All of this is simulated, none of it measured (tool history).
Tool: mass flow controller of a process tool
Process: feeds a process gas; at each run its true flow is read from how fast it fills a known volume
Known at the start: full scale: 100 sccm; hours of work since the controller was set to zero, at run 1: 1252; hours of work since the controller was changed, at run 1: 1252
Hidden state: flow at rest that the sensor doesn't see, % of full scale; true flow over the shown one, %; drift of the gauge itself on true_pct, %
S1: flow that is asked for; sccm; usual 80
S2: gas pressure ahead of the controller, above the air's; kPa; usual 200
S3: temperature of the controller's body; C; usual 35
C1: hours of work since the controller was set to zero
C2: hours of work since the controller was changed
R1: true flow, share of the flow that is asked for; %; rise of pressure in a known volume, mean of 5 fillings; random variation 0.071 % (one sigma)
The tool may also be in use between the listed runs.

run,hour,S1,S2,S3,C1,C2,R1
1,0,80,200,35,1252,1252,100.69
2,59.9,80,200,35,1276,1276,100.83
3,120.1,80,200,35,1299,1299,100.65
4,177.5,80,235,35,1322,1322,100.94
5,243.2,80,235,35,1348,1348,100.75
6,323.7,80,200,35,1379,1379,100.84
7,389.6,80,200,35,1405,1405,100.86
8,447,80,200,35,1428,1428,100.92
9,522.2,80,271,35,1457,1457,100.87
10,591.9,80,271,35,1484,1484,100.8
11,657.6,19,200,35,1510,1510,100.95
12,727.3,19,200,35,1538,1538,100.95
13,808.2,80,207,35,1569,1569,100.92
14,846.8,27,200,35,1584,1584,100.69
15,906.7,27,200,35,1608,1608,100.63
16,986.1,80,233,28,1639,1639,100.76
17,1064,10,200,40,1670,1670,102.44
18,1106.4,56,277,32,1686,1686,100.58
19,1158.8,56,277,32,1707,1707,100.45
20,1227.4,17,210,35,1734,1734,101.25
21,1270.5,17,187,27,1751,1751,101.15
22,1349.6,17,187,27,1782,1782,101.24
23,1390.9,12,231,28,1798,1798,102.04
24,1439.2,12,231,28,1817,1817,101.79

The same runs without the tool's hidden state, with the same run-to-run variation:
run,R1
1,99.84
2,99.96
3,99.77
4,100.04
5,99.84
6,99.9
7,99.91
8,99.96
9,99.88
10,99.8
11,98.9
12,98.86
13,99.87
14,98.96
15,98.89
16,99.66
17,98.86
18,99.3
19,99.16
20,98.75
21,98.63
22,98.68
23,98.72
24,98.44
